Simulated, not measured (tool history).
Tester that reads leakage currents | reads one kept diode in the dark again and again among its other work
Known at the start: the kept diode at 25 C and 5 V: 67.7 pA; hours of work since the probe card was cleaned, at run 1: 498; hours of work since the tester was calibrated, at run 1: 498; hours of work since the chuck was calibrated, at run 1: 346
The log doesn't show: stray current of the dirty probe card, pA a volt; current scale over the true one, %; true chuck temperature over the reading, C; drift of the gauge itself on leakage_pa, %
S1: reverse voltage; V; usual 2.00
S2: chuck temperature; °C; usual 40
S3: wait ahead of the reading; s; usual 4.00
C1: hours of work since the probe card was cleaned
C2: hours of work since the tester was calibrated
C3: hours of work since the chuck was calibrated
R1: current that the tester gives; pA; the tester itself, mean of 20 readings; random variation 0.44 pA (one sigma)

| run | hour | S1 | S2 | S3 | C1 | C2 | C3 | R1 |
|---|---|---|---|---|---|---|---|---|
| 1 | 0.0 | 2.00 | 40 | 4.00 | 498 | 498 | 346 | 149.40 |
| 2 | 22.2 | 2.00 | 40 | 4.00 | 510 | 510 | 359 | 149.05 |
| 3 | 61.6 | 2.00 | 40 | 4.00 | 532 | 532 | 381 | 150.18 |
| 4 | 90.8 | 2.00 | 40 | 4.00 | 549 | 549 | 397 | 150.47 |
| 5 | 133.1 | 2.00 | 40 | 4.00 | 573 | 573 | 421 | 148.93 |
| 6 | 172.3 | 2.00 | 40 | 4.00 | 594 | 594 | 443 | 149.95 |
| 7 | 209.7 | 2.00 | 40 | 4.00 | 615 | 615 | 464 | 150.30 |
| 8 | 242.6 | 2.00 | 40 | 4.00 | 634 | 634 | 482 | 150.61 |
| 9 | 285.6 | 5.93 | 40 | 4.00 | 658 | 658 | 506 | 261.62 |
| 10 | 306.9 | 5.93 | 40 | 4.00 | 670 | 670 | 518 | 261.39 |
|  | 314.4 | probe card cleaned and baked |
| 11 | 339.1 | 5.93 | 40 | 4.00 | 14 | 686 | 535 | 262.87 |
| 12 | 363.5 | 5.93 | 40 | 4.00 | 28 | 700 | 548 | 264.92 |
| 13 | 405.4 | 5.93 | 40 | 4.00 | 51 | 723 | 572 | 264.20 |
| 14 | 453.2 | 2.00 | 40 | 0.41 | 78 | 750 | 599 | 152.67 |
| 15 | 477.7 | 11.19 | 39 | 2.96 | 92 | 764 | 612 | 342.20 |
| 16 | 518.9 | 11.19 | 39 | 2.96 | 115 | 787 | 636 | 344.53 |
| 17 | 561.0 | 1.27 | 39 | 2.96 | 138 | 811 | 659 | 112.40 |
|  | 582.6 | probe card cleaned and baked, once more |
| 18 | 613.9 | 1.24 | 40 | 0.43 | 18 | 839 | 687 | 118.85 |
| 19 | 654.9 | 1.24 | 40 | 0.43 | 41 | 862 | 710 | 118.43 |
| 20 | 685.4 | 2.00 | 40 | 8.73 | 58 | 879 | 727 | 149.71 |
| 21 | 735.6 | 2.00 | 40 | 8.73 | 86 | 907 | 755 | 150.29 |
| 22 | 775.8 | 3.31 | 33 | 8.04 | 108 | 929 | 778 | 111.78 |
| 23 | 824.4 | 3.24 | 33 | 8.04 | 136 | 957 | 805 | 110.46 |
| 24 | 860.7 | 3.24 | 33 | 8.04 | 156 | 977 | 825 | 111.03 |
| 25 | 893.7 | 1.65 | 33 | 1.64 | 174 | 995 | 844 | 79.44 |
| 26 | 919.0 | 11.33 | 59 | 1.07 | 189 | 1010 | 858 | 1407.14 |
| 27 | 967.7 | 11.33 | 59 | 1.07 | 216 | 1037 | 885 | 1411.04 |
| 28 | 988.9 | 11.33 | 59 | 1.07 | 228 | 1049 | 897 | 1415.65 |

Measured less the same run without the tool's hidden state. The same run-to-run variation is in both; the gauge's scatter may not be:
| run | R1 |
|---|---|
| 1 | +4.36 |
| 2 | +4.43 |
| 3 | +4.63 |
| 4 | +4.75 |
| 5 | +4.88 |
| 6 | +5.07 |
| 7 | +5.24 |
| 8 | +5.38 |
| 9 | +11.99 |
| 10 | +12.17 |
| 11 | +15.29 |
| 12 | +15.61 |
| 13 | +15.93 |
| 14 | +7.25 |
| 15 | +26.98 |
| 16 | +27.75 |
| 17 | +5.36 |
| 18 | +3.61 |
| 19 | +3.73 |
| 20 | +4.87 |
| 21 | +5.10 |
| 22 | +4.40 |
| 23 | +4.56 |
| 24 | +4.78 |
| 25 | +3.35 |
| 26 | +46.04 |
| 27 | +47.60 |
| 28 | +48.37 |

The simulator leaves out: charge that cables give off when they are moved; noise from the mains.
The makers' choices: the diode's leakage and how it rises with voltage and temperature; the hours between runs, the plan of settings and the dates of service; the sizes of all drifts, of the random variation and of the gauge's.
